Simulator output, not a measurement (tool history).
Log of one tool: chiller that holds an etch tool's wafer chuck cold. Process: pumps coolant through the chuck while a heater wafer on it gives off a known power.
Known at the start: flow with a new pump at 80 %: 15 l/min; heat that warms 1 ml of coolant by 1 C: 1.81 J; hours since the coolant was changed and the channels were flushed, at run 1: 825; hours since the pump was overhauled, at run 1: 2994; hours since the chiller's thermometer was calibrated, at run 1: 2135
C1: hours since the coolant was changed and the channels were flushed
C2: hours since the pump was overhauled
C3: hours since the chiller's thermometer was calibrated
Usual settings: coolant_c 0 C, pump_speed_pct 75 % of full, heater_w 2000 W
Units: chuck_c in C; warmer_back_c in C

{"run": 1, "hour": 0.0, "coolant_c": 0, "pump_speed_pct": 75, "heater_w": 2000, "C1": 825, "C2": 2994, "C3": 2135, "chuck_c": 14.3, "warmer_back_c": 5.44}
{"run": 2, "hour": 65.3, "coolant_c": 0, "pump_speed_pct": 75, "heater_w": 2000, "C1": 890, "C2": 3060, "C3": 2201, "chuck_c": 14.5, "warmer_back_c": 5.46}
{"run": 3, "hour": 102.8, "coolant_c": 0, "pump_speed_pct": 75, "heater_w": 2000, "C1": 927, "C2": 3097, "C3": 2238, "chuck_c": 14.4, "warmer_back_c": 5.42}
{"run": 4, "hour": 168.8, "coolant_c": 0, "pump_speed_pct": 75, "heater_w": 2000, "C1": 993, "C2": 3163, "C3": 2304, "chuck_c": 14.5, "warmer_back_c": 5.47}
{"run": 5, "hour": 227.1, "coolant_c": 0, "pump_speed_pct": 75, "heater_w": 2000, "C1": 1052, "C2": 3222, "C3": 2363, "chuck_c": 14.5, "warmer_back_c": 5.51}
{"run": 6, "hour": 296.4, "coolant_c": 0, "pump_speed_pct": 75, "heater_w": 2000, "C1": 1121, "C2": 3291, "C3": 2432, "chuck_c": 14.7, "warmer_back_c": 5.52}
{"run": 7, "hour": 352.4, "coolant_c": 0, "pump_speed_pct": 65, "heater_w": 2000, "C1": 1177, "C2": 3347, "C3": 2488, "chuck_c": 16.1, "warmer_back_c": 6.46}
{"run": 8, "hour": 411.7, "coolant_c": -6, "pump_speed_pct": 75, "heater_w": 2000, "C1": 1236, "C2": 3406, "C3": 2547, "chuck_c": 8.6, "warmer_back_c": 5.54}
{"run": 9, "hour": 481.4, "coolant_c": 0, "pump_speed_pct": 75, "heater_w": 1332, "C1": 1306, "C2": 3476, "C3": 2617, "chuck_c": 9.5, "warmer_back_c": 3.78}
{"run": 10, "hour": 533.4, "coolant_c": 0, "pump_speed_pct": 75, "heater_w": 2000, "C1": 1358, "C2": 3528, "C3": 2669, "chuck_c": 14.7, "warmer_back_c": 5.61}
{"run": 11, "hour": 598.9, "coolant_c": 0, "pump_speed_pct": 75, "heater_w": 2000, "C1": 1424, "C2": 3593, "C3": 2734, "chuck_c": 14.8, "warmer_back_c": 5.56}
{"run": 12, "hour": 665.5, "coolant_c": 0, "pump_speed_pct": 75, "heater_w": 1010, "C1": 1490, "C2": 3660, "C3": 2801, "chuck_c": 7.3, "warmer_back_c": 2.81}
{"run": 13, "hour": 727.8, "coolant_c": 0, "pump_speed_pct": 75, "heater_w": 1010, "C1": 1552, "C2": 3722, "C3": 2863, "chuck_c": 7.1, "warmer_back_c": 2.85}
{"run": 14, "hour": 790.6, "coolant_c": 0, "pump_speed_pct": 75, "heater_w": 1523, "C1": 1615, "C2": 3785, "C3": 2926, "chuck_c": 11.3, "warmer_back_c": 4.38}
{"hour": 796.9, "done": "chiller's thermometer calibrated"}
{"run": 15, "hour": 832.9, "coolant_c": 0, "pump_speed_pct": 75, "heater_w": 1523, "C1": 1656, "C2": 3826, "C3": 36, "chuck_c": 10.8, "warmer_back_c": 4.3}
{"hour": 847.8, "done": "coolant pump overhauled"}
{"run": 16, "hour": 887.8, "coolant_c": 0, "pump_speed_pct": 75, "heater_w": 1523, "C1": 1706, "C2": 40, "C3": 86, "chuck_c": 9.8, "warmer_back_c": 3.61}
{"run": 17, "hour": 938.3, "coolant_c": 0, "pump_speed_pct": 75, "heater_w": 2643, "C1": 1757, "C2": 90, "C3": 136, "chuck_c": 18, "warmer_back_c": 6.29}
{"run": 18, "hour": 980.2, "coolant_c": 0, "pump_speed_pct": 75, "heater_w": 2643, "C1": 1799, "C2": 132, "C3": 178, "chuck_c": 18.1, "warmer_back_c": 6.38}
{"run": 19, "hour": 1026.2, "coolant_c": 8, "pump_speed_pct": 95, "heater_w": 2000, "C1": 1845, "C2": 178, "C3": 224, "chuck_c": 19.5, "warmer_back_c": 3.77}
{"run": 20, "hour": 1063.6, "coolant_c": 0, "pump_speed_pct": 97, "heater_w": 1761, "C1": 1882, "C2": 216, "C3": 262, "chuck_c": 9.7, "warmer_back_c": 3.18}
{"run": 21, "hour": 1130.5, "coolant_c": -3, "pump_speed_pct": 97, "heater_w": 1626, "C1": 1949, "C2": 283, "C3": 329, "chuck_c": 5.9, "warmer_back_c": 2.95}
{"hour": 1191.8, "done": "chiller's thermometer calibrated, once more"}
{"run": 22, "hour": 1196.0, "coolant_c": 0, "pump_speed_pct": 88, "heater_w": 2115, "C1": 2014, "C2": 347, "C3": 4, "chuck_c": 14.1, "warmer_back_c": 4.28}
{"run": 23, "hour": 1265.8, "coolant_c": 0, "pump_speed_pct": 88, "heater_w": 2115, "C1": 2083, "C2": 417, "C3": 74, "chuck_c": 14.2, "warmer_back_c": 4.28}
{"run": 24, "hour": 1319.2, "coolant_c": -4, "pump_speed_pct": 77, "heater_w": 2000, "C1": 2137, "C2": 470, "C3": 127, "chuck_c": 10.8, "warmer_back_c": 4.67}
{"run": 25, "hour": 1359.2, "coolant_c": -1, "pump_speed_pct": 68, "heater_w": 1346, "C1": 2177, "C2": 510, "C3": 167, "chuck_c": 9.4, "warmer_back_c": 3.67}
{"run": 26, "hour": 1403.6, "coolant_c": -5, "pump_speed_pct": 83, "heater_w": 2000, "C1": 2221, "C2": 555, "C3": 212, "chuck_c": 9.1, "warmer_back_c": 4.33}
{"run": 27, "hour": 1439.0, "coolant_c": -5, "pump_speed_pct": 83, "heater_w": 2000, "C1": 2257, "C2": 590, "C3": 247, "chuck_c": 9.2, "warmer_back_c": 4.4}
{"run": 28, "hour": 1507.5, "coolant_c": 7, "pump_speed_pct": 75, "heater_w": 1373, "C1": 2325, "C2": 659, "C3": 316, "chuck_c": 17.3, "warmer_back_c": 3.38}
{"run": 29, "hour": 1552.6, "coolant_c": 7, "pump_speed_pct": 75, "heater_w": 1373, "C1": 2370, "C2": 704, "C3": 361, "chuck_c": 17.3, "warmer_back_c": 3.38}
{"run": 30, "hour": 1592.9, "coolant_c": -8, "pump_speed_pct": 91, "heater_w": 2000, "C1": 2411, "C2": 744, "C3": 401, "chuck_c": 5.6, "warmer_back_c": 4}
{"run": 31, "hour": 1637.0, "coolant_c": 1, "pump_speed_pct": 89, "heater_w": 2000, "C1": 2455, "C2": 788, "C3": 445, "chuck_c": 14.5, "warmer_back_c": 4.09}
{"run": 32, "hour": 1690.4, "coolant_c": 0, "pump_speed_pct": 73, "heater_w": 2000, "C1": 2508, "C2": 842, "C3": 499, "chuck_c": 15.5, "warmer_back_c": 5.08}
{"run": 33, "hour": 1723.3, "coolant_c": 0, "pump_speed_pct": 93, "heater_w": 2000, "C1": 2541, "C2": 874, "C3": 531, "chuck_c": 13.4, "warmer_back_c": 3.91}

Hidden state or all else? Some run-to-run changes of chuck_c, split into what the settings, what came in and random variation would give without the hidden state, and what is left for the hidden state (with any gauge scatter that isn't in both results):
The hidden state here: heat passed by the chuck's channels, % of clean ones'; flow at a given pump speed, % of a new pump's; coolant's true temperature over the reading, C; drift of the gauge itself on chuck_c, C; drift of the gauge itself on warmer_back_c, C.
Run 11 -> 12: heater_w 2000 -> 1010. chuck_c -7.5 C: hidden state -1.2, all else -6.3.
Run 15 -> 16: coolant pump overhauled. chuck_c -1 C: hidden state -1, all else +0.
Run 19 -> 20: coolant_c 8 -> 0, pump_speed_pct 95 -> 97, heater_w 2000 -> 1761. chuck_c -9.8 C: hidden state -0.1, all else -9.7.
Run 21 -> 22: coolant_c -3 -> 0, pump_speed_pct 97 -> 88, heater_w 1626 -> 2115, chiller's thermometer calibrated, once more. chuck_c +8.2 C: hidden state +1.7, all else +6.5.
Run 29 -> 30: coolant_c 7 -> -8, pump_speed_pct 75 -> 91, heater_w 1373 -> 2000. chuck_c -11.7 C: hidden state +0.5, all else -12.2.
Run 30 -> 31: coolant_c -8 -> 1, pump_speed_pct 91 -> 89. chuck_c +8.9 C: hidden state +0, all else +8.9.
